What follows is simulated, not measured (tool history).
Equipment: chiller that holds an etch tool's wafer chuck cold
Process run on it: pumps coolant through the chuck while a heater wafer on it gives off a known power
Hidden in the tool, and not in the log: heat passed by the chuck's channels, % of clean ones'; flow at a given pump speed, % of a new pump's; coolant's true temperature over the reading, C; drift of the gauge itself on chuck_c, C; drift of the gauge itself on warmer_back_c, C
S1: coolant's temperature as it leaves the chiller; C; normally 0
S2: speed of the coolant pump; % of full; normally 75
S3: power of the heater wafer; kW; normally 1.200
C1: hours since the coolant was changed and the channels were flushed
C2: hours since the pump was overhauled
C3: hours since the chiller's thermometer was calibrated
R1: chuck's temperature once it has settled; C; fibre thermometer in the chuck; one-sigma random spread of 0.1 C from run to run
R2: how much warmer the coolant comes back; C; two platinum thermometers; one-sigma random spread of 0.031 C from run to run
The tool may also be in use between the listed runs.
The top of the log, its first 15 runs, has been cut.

{"run": 16, "hour": 630.5, "S1": 1, "S2": 85, "S3": 0.7, "C1": 2612, "C2": 3010, "C3": 1102, "R1": 5.3, "R2": 1.3}
{"run": 17, "hour": 655.6, "S1": 1, "S2": 88, "S3": 1.2, "C1": 2637, "C2": 3036, "C3": 1127, "R1": 8.0, "R2": 2.31}
{"run": 18, "hour": 715.4, "S1": 0, "S2": 95, "S3": 1.652, "C1": 2696, "C2": 3095, "C3": 1187, "R1": 9.2, "R2": 2.98}
{"run": 19, "hour": 774.0, "S1": -4, "S2": 99, "S3": 1.07, "C1": 2755, "C2": 3154, "C3": 1246, "R1": 1.6, "R2": 1.75}
{"run": 20, "hour": 819.6, "S1": -4, "S2": 99, "S3": 1.07, "C1": 2801, "C2": 3199, "C3": 1291, "R1": 1.5, "R2": 1.72}
{"run": 21, "hour": 873.3, "S1": 6, "S2": 66, "S3": 0.956, "C1": 2854, "C2": 3253, "C3": 1345, "R1": 13.3, "R2": 2.46}
{"run": 22, "hour": 901.3, "S1": 6, "S2": 66, "S3": 0.956, "C1": 2882, "C2": 3281, "C3": 1373, "R1": 13.1, "R2": 2.42}
{"run": 23, "hour": 946.9, "S1": 6, "S2": 66, "S3": 0.956, "C1": 2928, "C2": 3327, "C3": 1418, "R1": 13.1, "R2": 2.42}
{"run": 24, "hour": 992.4, "S1": 6, "S2": 66, "S3": 0.956, "C1": 2973, "C2": 3372, "C3": 1464, "R1": 13.0, "R2": 2.36}
{"run": 25, "hour": 1016.7, "S1": -1, "S2": 80, "S3": 1.367, "C1": 2998, "C2": 3397, "C3": 1488, "R1": 7.8, "R2": 2.85}
{"run": 26, "hour": 1054.0, "S1": -1, "S2": 80, "S3": 1.367, "C1": 3035, "C2": 3434, "C3": 1526, "R1": 7.6, "R2": 2.85}
{"run": 27, "hour": 1109.5, "S1": -1, "S2": 80, "S3": 1.367, "C1": 3091, "C2": 3489, "C3": 1581, "R1": 7.9, "R2": 2.85}
{"run": 28, "hour": 1140.4, "S1": 0, "S2": 75, "S3": 0.959, "C1": 3121, "C2": 3520, "C3": 1612, "R1": 6.4, "R2": 2.01}
{"hour": 1151.4, "done": "gauge calibrated"}
{"run": 29, "hour": 1185.5, "S1": 0, "S2": 75, "S3": 0.959, "C1": 3167, "C2": 3565, "C3": 1657, "R1": 6.4, "R2": 2.44}
{"run": 30, "hour": 1240.7, "S1": 0, "S2": 87, "S3": 1.2, "C1": 3222, "C2": 3621, "C3": 1712, "R1": 7.1, "R2": 2.57}

Each row is a separate what-if for the run after 30, all from the same tool condition, not one after another. Results?
{"run": "A", "hour": 1277.7, "S1": -8, "S2": 75, "S3": 0.699, "C1": 3259, "C2": 3658, "C3": 1749, "R1": "?", "R2": "?"}
{"run": "B", "hour": 1277.7, "S1": 0, "S2": 61, "S3": 1.2, "C1": 3259, "C2": 3658, "C3": 1749, "R1": "?", "R2": "?"}
{"run": "C", "hour": 1277.7, "S1": 0, "S2": 75, "S3": 1.638, "C1": 3259, "C2": 3658, "C3": 1749, "R1": "?", "R2": "?"}

run=A R1=-3.3 R2=1.67
run=B R1=9.7 R2=3.70
run=C R1=10.9 R2=4.07
What these runs would have given with no unlogged condition in the tool:
run=A R1=-3.3 R2=1.71
run=B R1=9.7 R2=3.74
run=C R1=10.9 R2=4.12
